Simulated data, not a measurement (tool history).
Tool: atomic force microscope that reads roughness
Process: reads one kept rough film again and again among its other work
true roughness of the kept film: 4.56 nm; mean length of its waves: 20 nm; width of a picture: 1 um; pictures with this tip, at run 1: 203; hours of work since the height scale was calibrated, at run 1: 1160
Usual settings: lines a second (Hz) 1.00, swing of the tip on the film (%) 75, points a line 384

run   hour  lines a second (Hz)  swing of the tip on the film (%)  points a line  pictures with this tip  hours of work since the height scale was calibrated  roughness of the kept film (nm (root mean square))
  1    0.0                 1.00                                75            384                     203                                                 1160                                               2.024
  2   23.3                 1.00                                75            384                     245                                                 1174                                               1.881
      35.9  -- new tip fitted
  3   55.7                 1.00                                75            384                      35                                                 1195                                               2.916
  4   80.1                 1.00                                75            384                      79                                                 1210                                               2.628
  5  109.2                 1.00                                75            384                     130                                                 1229                                               2.353
  6  141.1                 1.00                                75            384                     187                                                 1249                                               2.109
     185.4  -- new tip fitted
  7  198.5                 1.00                                75            384                      23                                                 1286                                               3.003
  8  229.1                 1.00                                75            384                      77                                                 1305                                               2.651
  9  258.0                 1.00                                75            384                     129                                                 1324                                               2.356
 10  287.2                 1.00                                75            384                     180                                                 1342                                               2.110
 11  315.1                 1.00                                75            501                     230                                                 1360                                               1.917
     335.4  -- new tip fitted
 12  344.3                 1.00                                75            330                      16                                                 1378                                               3.079
 13  400.7                 2.08                                71            330                     116                                                 1414                                               2.340
 14  439.4                 2.08                                71            330                     185                                                 1439                                               2.039
     484.3  -- new tip fitted
 15  494.7                 2.08                                71            330                      19                                                 1474                                               2.896
 16  532.2                 1.19                                75            619                      85                                                 1498                                               2.546
 17  559.8                 1.09                                82            329                     134                                                 1516                                               2.231
 18  592.3                 1.09                                82            329                     192                                                 1536                                               1.979
 19  621.3                 1.12                                76            451                     244                                                 1555                                               1.851
     632.7  -- new tip fitted
 20  652.1                 1.49                                65            693                      34                                                 1574                                               2.884
 21  686.4                 1.31                                75            317                      95                                                 1596                                               2.435
 22  728.0                 1.31                                75            317                     169                                                 1623                                               2.097
 23  775.0                 0.65                                75           1011                     253                                                 1653                                               1.909

4 ways to go on from here, each from the tool as it stands after run 23. What would each give?
     785.7  -- new tip fitted
  A  808.1                 3.55                                89            360                      39                                                 1674                                                   ?
     785.7  -- new tip fitted
  B  808.1                 2.50                                83            476                      39                                                 1674                                                   ?
     785.7  -- new tip fitted
  C  808.1                 3.78                                76            384                      39                                                 1674                                                   ?
     785.7  -- new tip fitted
  D  808.1                 2.21                                60            271                      39                                                 1674                                                   ?

run  roughness of the kept film (nm (root mean square))
  A                                               2.280
  B                                               2.573
  C                                               2.540
  D                                               2.831
Without the tool's hidden state the same runs would have given:
run  roughness of the kept film (nm (root mean square))
  A                                               2.588
  B                                               2.921
  C                                               2.884
  D                                               3.213
